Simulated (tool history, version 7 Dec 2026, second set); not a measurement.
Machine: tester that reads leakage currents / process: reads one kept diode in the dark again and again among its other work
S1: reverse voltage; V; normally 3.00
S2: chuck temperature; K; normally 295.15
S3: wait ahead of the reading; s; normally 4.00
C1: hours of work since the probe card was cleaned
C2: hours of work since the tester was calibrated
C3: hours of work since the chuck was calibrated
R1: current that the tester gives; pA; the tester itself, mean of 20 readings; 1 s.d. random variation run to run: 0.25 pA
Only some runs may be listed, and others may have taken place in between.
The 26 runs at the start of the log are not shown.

run,hour,S1,S2,S3,C1,C2,C3,R1
27,1148.6,3.00,308.15,8.05,1452,1781,274,255.45
28,1195.2,3.00,308.15,8.05,1484,1813,307,254.89
29,1237.0,3.00,295.15,0.47,1513,1842,336,83.18
30,1278.5,13.46,305.15,3.80,1542,1871,365,400.93
31,1303.0,1.09,297.15,1.29,1560,1888,382,61.70
32,1335.2,1.34,295.15,0.48,1582,1911,405,56.89
33,1366.7,3.66,311.15,2.47,1604,1933,427,359.64
34,1410.0,3.66,311.15,2.47,1634,1963,457,357.62
35,1442.9,2.34,311.15,5.13,1657,1986,480,290.13
36,1499.3,2.34,312.15,4.53,1697,2026,519,316.77
37,1554.4,1.75,311.15,4.60,1735,2064,558,254.59
38,1602.6,13.03,328.15,0.35,1769,2098,592,2417.84
39,1642.1,1.36,295.15,0.35,1797,2126,619,57.75

Here are 3 independent what-if runs from the current tool condition. What would each one return?
A,1673.9,1.41,315.15,4.00,1819,2148,642,?
B,1673.9,1.21,302.15,0.35,1819,2148,642,?
C,1673.9,1.91,295.15,4.35,1819,2148,642,?

run,R1
A,319.02
B,100.69
C,66.95
With no hidden state in the tool, these same runs would have given:
run,R1
A,319.23
B,100.76
C,66.99
